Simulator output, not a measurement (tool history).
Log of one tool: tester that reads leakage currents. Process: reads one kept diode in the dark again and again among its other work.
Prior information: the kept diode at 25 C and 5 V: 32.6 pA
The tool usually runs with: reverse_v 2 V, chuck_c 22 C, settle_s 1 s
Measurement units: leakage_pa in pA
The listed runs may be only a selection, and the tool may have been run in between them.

run,hour,reverse_v,chuck_c,settle_s,leakage_pa
1,0,2,22,1,17.45
2,184.4,2,22,1,17.42
3,309.5,5.33,22,1,28.19
# hour 322.4: chuck's temperature calibrated
4,426.2,5.33,22,1,28.15
5,522.9,5.33,22,1,28.26
6,650.6,2,22,1,17.58
7,806.4,1.85,22,1,16.89
8,973.6,2,22,0.46,18.03
9,1112.2,18.22,22,1,52.41
# hour 1230.9: probe card cleaned and baked
10,1278.3,18.22,22,1,52.44
# hour 1380.2: chuck's temperature calibrated
11,1436.6,2,34,1,41.71
12,1641.8,2,34,1,41.75
13,1760.2,2,34,1,41.83
14,1876.8,3.72,34,1,56.3
15,2073.4,3.72,34,1,55.97
16,2270.8,3.72,34,1,56.18
# hour 2437.8: chuck's temperature calibrated
17,2449,3.72,34,1,56.24
18,2581.6,3.41,22,1,22.6
19,2795.7,3.41,22,1,22.66
# hour 2943.2: probe card cleaned and baked
20,2973.9,9.85,22,1,38.39
21,3139.4,1.59,23,4.17,16.56
22,3339.6,15.75,26,4.57,61.21
23,3487.3,2.08,22,2.79,17.36
# hour 3500.8: chuck's temperature calibrated
24,3715.2,1.29,22,0.67,14.25
25,3904.4,2.79,28,1.78,31.61
26,4055.9,2,34,1.34,41.72
27,4152.4,2,34,1.34,41.69
28,4343.6,2,34,1.34,41.47
29,4464,7.9,23,0.94,37.28
# hour 4558: tester calibrated
# hour 4560: chuck's temperature calibrated
# hour 4648.8: probe card cleaned and baked
30,4666.9,2,21,1,16.17
31,4815,2.19,30,7.36,32.39

Predict each of these 3 candidate next runs independently; none follows another, all start after run 31:
A,4971.4,2.19,44,0.43,?
B,4971.4,1.13,22,1,?
C,4971.4,4.26,35,1,?

run,leakage_pa
A,87.52
B,13.27
C,64.02
What these runs would have given with no unlogged condition in the tool:
run,leakage_pa
A,87.51
B,13.27
C,64.01
